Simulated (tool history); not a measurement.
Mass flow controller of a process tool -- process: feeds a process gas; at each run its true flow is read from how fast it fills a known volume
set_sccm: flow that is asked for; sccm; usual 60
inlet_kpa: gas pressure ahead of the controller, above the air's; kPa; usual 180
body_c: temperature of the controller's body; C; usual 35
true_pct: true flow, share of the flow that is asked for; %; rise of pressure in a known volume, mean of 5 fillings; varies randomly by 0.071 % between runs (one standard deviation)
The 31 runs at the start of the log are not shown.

| run | hour | set_sccm | inlet_kpa | body_c | hours of work since the controller was set to zero | hours of work since the controller was changed | true_pct |
|---|---|---|---|---|---|---|---|
|  | 4908.5 | controller's zero set anew, once more |
| 32 | 5058.5 | 20 | 183 | 21 | 68 | 4970 | 99.88 |
| 33 | 5286.5 | 28 | 146 | 28 | 172 | 5074 | 100.11 |
| 34 | 5524.9 | 141 | 180 | 35 | 281 | 5182 | 101.26 |
| 35 | 5646.5 | 141 | 180 | 35 | 336 | 5238 | 101.4 |
| 36 | 5830.9 | 178 | 176 | 35 | 420 | 5322 | 101.54 |
| 37 | 5942.8 | 178 | 176 | 35 | 471 | 5373 | 101.48 |
| 38 | 6099.6 | 125 | 228 | 20 | 543 | 5444 | 100.39 |
| 39 | 6201.7 | 118 | 237 | 25 | 589 | 5491 | 100.34 |
| 40 | 6313.5 | 29 | 267 | 23 | 640 | 5542 | 98.93 |
| 41 | 6477.2 | 29 | 267 | 23 | 715 | 5616 | 99.08 |
| 42 | 6705.8 | 75 | 227 | 22 | 819 | 5721 | 100.1 |
| 43 | 6895.9 | 60 | 155 | 35 | 906 | 5807 | 100.67 |
| 44 | 7082.7 | 60 | 172 | 29 | 991 | 5892 | 100.36 |
| 45 | 7324.9 | 93 | 180 | 32 | 1101 | 6003 | 100.82 |
| 46 | 7536 | 93 | 180 | 32 | 1198 | 6099 | 100.66 |
| 47 | 7715.9 | 60 | 187 | 37 | 1280 | 6181 | 100.44 |

3 ways to go on from here, each from the tool as it stands after run 47. What would each give?
| A | 7821.4 | 88 | 187 | 20 | 1328 | 6229 | ? |
| B | 7821.4 | 123 | 241 | 40 | 1328 | 6229 | ? |
| C | 7821.4 | 156 | 187 | 37 | 1328 | 6229 | ? |

| run | true_pct |
|---|---|
| A | 100.24 |
| B | 100.83 |
| C | 101.38 |
Had the tool no hidden state, the same runs would have come out as:
| run | true_pct |
|---|---|
| A | 99.24 |
| B | 99.67 |
| C | 100.15 |

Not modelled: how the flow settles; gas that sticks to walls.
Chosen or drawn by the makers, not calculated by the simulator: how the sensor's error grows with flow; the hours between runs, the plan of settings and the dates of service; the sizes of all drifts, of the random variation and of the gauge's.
